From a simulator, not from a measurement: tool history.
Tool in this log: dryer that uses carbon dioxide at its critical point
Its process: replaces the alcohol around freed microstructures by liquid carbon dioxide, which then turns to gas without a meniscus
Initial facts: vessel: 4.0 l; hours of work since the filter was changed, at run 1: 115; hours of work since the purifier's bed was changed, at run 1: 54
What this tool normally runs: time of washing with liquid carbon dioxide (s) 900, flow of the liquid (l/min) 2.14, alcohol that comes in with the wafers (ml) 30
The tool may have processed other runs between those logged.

| run | hour | time of washing with liquid carbon dioxide (s) | flow of the liquid (l/min) | alcohol that comes in with the wafers (ml) | hours of work since the filter was changed | hours of work since the purifier's bed was changed | alcohol left in the vessel before it's heated (ppm by volume) |
|---|---|---|---|---|---|---|---|
| 1 | 0.0 | 900 | 2.14 | 30 | 115 | 54 | 27 |
| 2 | 23.7 | 900 | 2.14 | 30 | 123 | 62 | 20 |
| 3 | 42.3 | 900 | 1.96 | 30 | 129 | 68 | 32 |
| 4 | 64.2 | 900 | 2.14 | 77 | 137 | 75 | 33 |
| 5 | 82.8 | 900 | 3.53 | 30 | 143 | 81 | 20 |
| 6 | 104.5 | 900 | 3.53 | 30 | 150 | 89 | 14 |
| 7 | 115.3 | 900 | 3.53 | 30 | 154 | 92 | 18 |
| 8 | 129.3 | 900 | 3.53 | 30 | 159 | 97 | 21 |
| 9 | 143.3 | 900 | 3.53 | 30 | 163 | 102 | 15 |
| 10 | 163.5 | 900 | 3.53 | 30 | 170 | 108 | 24 |
| 11 | 174.3 | 900 | 3.53 | 30 | 174 | 112 | 29 |
| 12 | 189.0 | 900 | 3.53 | 30 | 178 | 117 | 32 |
| 13 | 208.6 | 900 | 3.53 | 30 | 185 | 124 | 29 |
| 14 | 224.8 | 900 | 3.53 | 30 | 190 | 129 | 29 |
| 15 | 247.7 | 900 | 2.14 | 30 | 198 | 137 | 35 |
| 16 | 260.1 | 900 | 2.14 | 30 | 202 | 141 | 32 |
| 17 | 277.6 | 900 | 2.14 | 30 | 208 | 147 | 43 |
| 18 | 289.3 | 900 | 2.14 | 30 | 212 | 151 | 38 |
| 19 | 301.6 | 900 | 2.14 | 30 | 216 | 155 | 40 |
| 20 | 315.7 | 900 | 2.14 | 30 | 221 | 159 | 32 |
| 21 | 338.0 | 900 | 1.66 | 30 | 228 | 167 | 72 |
| 22 | 358.1 | 900 | 2.14 | 30 | 235 | 174 | 42 |
| 23 | 371.4 | 900 | 2.14 | 30 | 240 | 178 | 40 |
| 24 | 386.1 | 900 | 2.14 | 30 | 245 | 183 | 45 |
| 25 | 406.8 | 1380 | 2.14 | 28 | 251 | 190 | 35 |
|  | 418.8 | inlet filter changed |
| 26 | 421.0 | 1140 | 2.14 | 50 | 1 | 194 | 37 |
| 27 | 440.8 | 1020 | 1.61 | 65 | 7 | 201 | 63 |
| 28 | 453.6 | 540 | 2.15 | 68 | 12 | 205 | 204 |
| 29 | 468.3 | 900 | 3.37 | 30 | 17 | 210 | 43 |
| 30 | 490.4 | 900 | 2.14 | 91 | 24 | 218 | 46 |
| 31 | 513.1 | 840 | 2.14 | 52 | 32 | 225 | 49 |
| 32 | 538.5 | 1020 | 2.96 | 30 | 40 | 234 | 30 |
| 33 | 559.1 | 1020 | 2.96 | 30 | 47 | 241 | 45 |
| 34 | 572.3 | 1020 | 2.96 | 30 | 51 | 245 | 48 |
| 35 | 589.3 | 1440 | 1.91 | 105 | 57 | 251 | 60 |
| 36 | 603.5 | 1440 | 1.91 | 105 | 62 | 255 | 45 |
| 37 | 619.5 | 1440 | 1.91 | 105 | 67 | 261 | 47 |
| 38 | 643.7 | 780 | 1.67 | 30 | 75 | 269 | 96 |
| 39 | 666.0 | 900 | 3.50 | 30 | 83 | 276 | 53 |
| 40 | 686.2 | 1020 | 2.94 | 24 | 90 | 283 | 52 |
| 41 | 706.5 | 1020 | 2.94 | 24 | 96 | 290 | 49 |
| 42 | 731.8 | 1020 | 2.94 | 24 | 105 | 298 | 55 |
| 43 | 751.2 | 900 | 1.74 | 70 | 111 | 305 | 105 |
| 44 | 771.7 | 900 | 2.14 | 37 | 118 | 312 | 56 |
| 45 | 792.2 | 600 | 1.90 | 69 | 125 | 319 | 301 |
| 46 | 804.9 | 900 | 2.14 | 66 | 129 | 323 | 67 |

Run 47, settings as shown, results not yet in. Your forecast:
| 47 | 821.4 | 900 | 1.59 | 44 | 135 | 328 | ? |

alcohol left in the vessel before it's heated (ppm by volume): 113
Without the tool's hidden state the same run would have given alcohol left in the vessel before it's heated (ppm by volume) 48.

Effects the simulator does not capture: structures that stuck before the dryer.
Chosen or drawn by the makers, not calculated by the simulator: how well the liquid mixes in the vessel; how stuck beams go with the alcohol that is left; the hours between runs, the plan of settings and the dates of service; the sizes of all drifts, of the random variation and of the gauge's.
